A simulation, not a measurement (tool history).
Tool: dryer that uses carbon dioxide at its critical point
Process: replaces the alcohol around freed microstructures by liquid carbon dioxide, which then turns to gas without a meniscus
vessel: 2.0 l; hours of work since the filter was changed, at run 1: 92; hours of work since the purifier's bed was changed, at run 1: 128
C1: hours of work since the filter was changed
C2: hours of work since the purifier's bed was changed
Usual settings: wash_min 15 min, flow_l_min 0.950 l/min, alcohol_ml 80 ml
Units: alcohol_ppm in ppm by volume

Run 1, hour 0.0: usual settings; C1 92; C2 128. Result: alcohol_ppm 148 ppm by volume.
Run 2, hour 10.4: usual settings but alcohol_ml 39 ml; C1 95; C2 132. Result: alcohol_ppm 79 ppm by volume.
Run 3, hour 21.6: usual settings but alcohol_ml 39 ml; C1 99; C2 135. Result: alcohol_ppm 82 ppm by volume.
Run 4, hour 31.8: usual settings but alcohol_ml 39 ml; C1 102; C2 139. Result: alcohol_ppm 79 ppm by volume.
Run 5, hour 39.5: usual settings but alcohol_ml 39 ml; C1 105; C2 141. Result: alcohol_ppm 84 ppm by volume.
Run 6, hour 51.5: usual settings; C1 109; C2 145. Result: alcohol_ppm 154 ppm by volume.
Run 7, hour 57.3: usual settings; C1 111; C2 147. Result: alcohol_ppm 148 ppm by volume.
Run 8, hour 69.2: usual settings but flow_l_min 0.915 l/min; C1 115; C2 151. Result: alcohol_ppm 182 ppm by volume.
Run 9, hour 77.7: usual settings but flow_l_min 0.915 l/min; C1 117; C2 154. Result: alcohol_ppm 182 ppm by volume.
Run 10, hour 84.8: usual settings but flow_l_min 0.915 l/min; C1 120; C2 156. Result: alcohol_ppm 202 ppm by volume.
Run 11, hour 96.2: usual settings but flow_l_min 0.944 l/min; C1 123; C2 160. Result: alcohol_ppm 166 ppm by volume.
Run 12, hour 102.4: usual settings but wash_min 9 min, flow_l_min 0.944 l/min; C1 125; C2 162. Result: alcohol_ppm 1313 ppm by volume.
Run 13, hour 113.2: usual settings but wash_min 9 min, flow_l_min 0.944 l/min; C1 129; C2 165. Result: alcohol_ppm 1370 ppm by volume.
Run 14, hour 123.8: usual settings but wash_min 9 min, flow_l_min 0.944 l/min; C1 133; C2 169. Result: alcohol_ppm 1327 ppm by volume.
Run 15, hour 129.7: usual settings; C1 134; C2 171. Result: alcohol_ppm 159 ppm by volume.
Run 16, hour 139.3: usual settings; C1 138; C2 174. Result: alcohol_ppm 165 ppm by volume.
Run 17, hour 144.7: usual settings; C1 139; C2 176. Result: alcohol_ppm 160 ppm by volume.
Run 18, hour 150.2: usual settings but flow_l_min 0.761 l/min; C1 141; C2 178. Result: alcohol_ppm 467 ppm by volume.
Run 19, hour 159.3: usual settings but wash_min 14 min; C1 144; C2 181. Result: alcohol_ppm 227 ppm by volume.
Run 20, hour 167.0: usual settings but wash_min 14 min, alcohol_ml 97 ml; C1 147; C2 183. Result: alcohol_ppm 261 ppm by volume.
Run 21, hour 176.1: usual settings; C1 150; C2 186. Result: alcohol_ppm 166 ppm by volume.
Run 22, hour 185.8: usual settings; C1 153; C2 189. Result: alcohol_ppm 165 ppm by volume.
Run 23, hour 198.5: usual settings; C1 157; C2 194. Result: alcohol_ppm 167 ppm by volume.
Run 24, hour 210.1: usual settings; C1 161; C2 197. Result: alcohol_ppm 168 ppm by volume.
Run 25, hour 216.9: usual settings but wash_min 14 min, flow_l_min 0.712 l/min, alcohol_ml 50 ml; C1 163; C2 200. Result: alcohol_ppm 530 ppm by volume.
Run 26, hour 225.8: usual settings but wash_min 14 min, flow_l_min 0.712 l/min, alcohol_ml 50 ml; C1 166; C2 203. Result: alcohol_ppm 541 ppm by volume.
Run 27, hour 235.2: usual settings but wash_min 14 min, flow_l_min 0.712 l/min, alcohol_ml 50 ml; C1 169; C2 206. Result: alcohol_ppm 514 ppm by volume.
Run 28, hour 246.3: usual settings but wash_min 14 min, flow_l_min 0.712 l/min, alcohol_ml 50 ml; C1 173; C2 209. Result: alcohol_ppm 568 ppm by volume.
Run 29, hour 257.9: usual settings but wash_min 12 min, alcohol_ml 67 ml; C1 177; C2 213. Result: alcohol_ppm 395 ppm by volume.
Run 30, hour 267.5: usual settings but wash_min 12 min, alcohol_ml 67 ml; C1 180; C2 216. Result: alcohol_ppm 397 ppm by volume.
Run 31, hour 278.1: usual settings but flow_l_min 1.286 l/min, alcohol_ml 56 ml; C1 183; C2 220. Result: alcohol_ppm 52 ppm by volume.
Run 32, hour 289.7: usual settings but wash_min 14 min, flow_l_min 0.632 l/min, alcohol_ml 39 ml; C1 187; C2 224. Result: alcohol_ppm 653 ppm by volume.
Run 33, hour 298.2: usual settings but wash_min 13 min, flow_l_min 0.673 l/min, alcohol_ml 39 ml; C1 190; C2 226. Result: alcohol_ppm 682 ppm by volume.
Run 34, hour 308.6: usual settings but flow_l_min 1.175 l/min, alcohol_ml 58 ml; C1 193; C2 230. Result: alcohol_ppm 72 ppm by volume.
Run 35, hour 315.9: usual settings but wash_min 12 min, flow_l_min 1.069 l/min, alcohol_ml 58 ml; C1 196; C2 232. Result: alcohol_ppm 220 ppm by volume.
Run 36, hour 324.4: usual settings but wash_min 10 min; C1 199; C2 235. Result: alcohol_ppm 980 ppm by volume.
Run 37, hour 330.6: usual settings but wash_min 19 min; C1 201; C2 237. Result: alcohol_ppm 85 ppm by volume.
Run 38, hour 340.5: usual settings but wash_min 19 min; C1 204; C2 240. Result: alcohol_ppm 74 ppm by volume.
Run 39, hour 350.1: usual settings but wash_min 19 min; C1 207; C2 243. Result: alcohol_ppm 81 ppm by volume.
Run 40, hour 359.3: usual settings but wash_min 14 min, alcohol_ml 33 ml; C1 210; C2 246. Result: alcohol_ppm 132 ppm by volume.
Run 41, hour 369.9: usual settings but wash_min 14 min, alcohol_ml 33 ml; C1 213; C2 250. Result: alcohol_ppm 134 ppm by volume.
Run 42, hour 376.6: usual settings but wash_min 14 min, alcohol_ml 33 ml; C1 216; C2 252. Result: alcohol_ppm 136 ppm by volume.
Run 43, hour 384.1: usual settings but wash_min 12 min, flow_l_min 0.806 l/min, alcohol_ml 85 ml; C1 218; C2 255. Result: alcohol_ppm 1033 ppm by volume.
Run 44, hour 392.8: usual settings but flow_l_min 0.753 l/min, alcohol_ml 28 ml; C1 221; C2 257. Result: alcohol_ppm 214 ppm by volume.
Run 45, hour 401.8: usual settings but flow_l_min 0.753 l/min, alcohol_ml 28 ml; C1 224; C2 260. Result: alcohol_ppm 225 ppm by volume.
Run 46, hour 407.4: usual settings but wash_min 23 min, flow_l_min 0.753 l/min, alcohol_ml 23 ml; C1 226; C2 262. Result: alcohol_ppm 52 ppm by volume.
Run 47, hour 419.5: usual settings but wash_min 14 min, flow_l_min 0.753 l/min, alcohol_ml 23 ml; C1 230; C2 266. Result: alcohol_ppm 242 ppm by volume.
Run 48, hour 426.7: usual settings but wash_min 14 min, flow_l_min 0.753 l/min, alcohol_ml 23 ml; C1 232; C2 269. Result: alcohol_ppm 236 ppm by volume.

Measured less the same run without the tool's hidden state. The same run-to-run variation is in both; the gauge's scatter may not be:
The hidden state here: flow that reaches the vessel past the clogged filter, %; alcohol in the recycled carbon dioxide, ppm; drift of the gauge itself on alcohol_ppm, %.
run  alcohol_ppm
  1          +40
  2          +31
  3          +32
  4          +33
  5          +34
  6          +46
  7          +48
  8          +54
  9          +54
 10          +57
 11          +52
 12         +197
 13         +211
 14         +207
 15          +55
 16          +58
 17          +58
 18         +110
 19          +74
 20          +82
 21          +63
 22          +64
 23          +66
 24          +68
 25         +126
 26         +130
 27         +127
 28         +138
 29         +116
 30         +117
 31          +39
 32         +153
 33         +161
 34          +46
 35          +87
 36         +242
 37          +49
 38          +52
 39          +52
 40          +65
 41          +66
 42          +68
 43         +277
 44          +88
 45          +91
 46          +47
 47          +94
 48          +94

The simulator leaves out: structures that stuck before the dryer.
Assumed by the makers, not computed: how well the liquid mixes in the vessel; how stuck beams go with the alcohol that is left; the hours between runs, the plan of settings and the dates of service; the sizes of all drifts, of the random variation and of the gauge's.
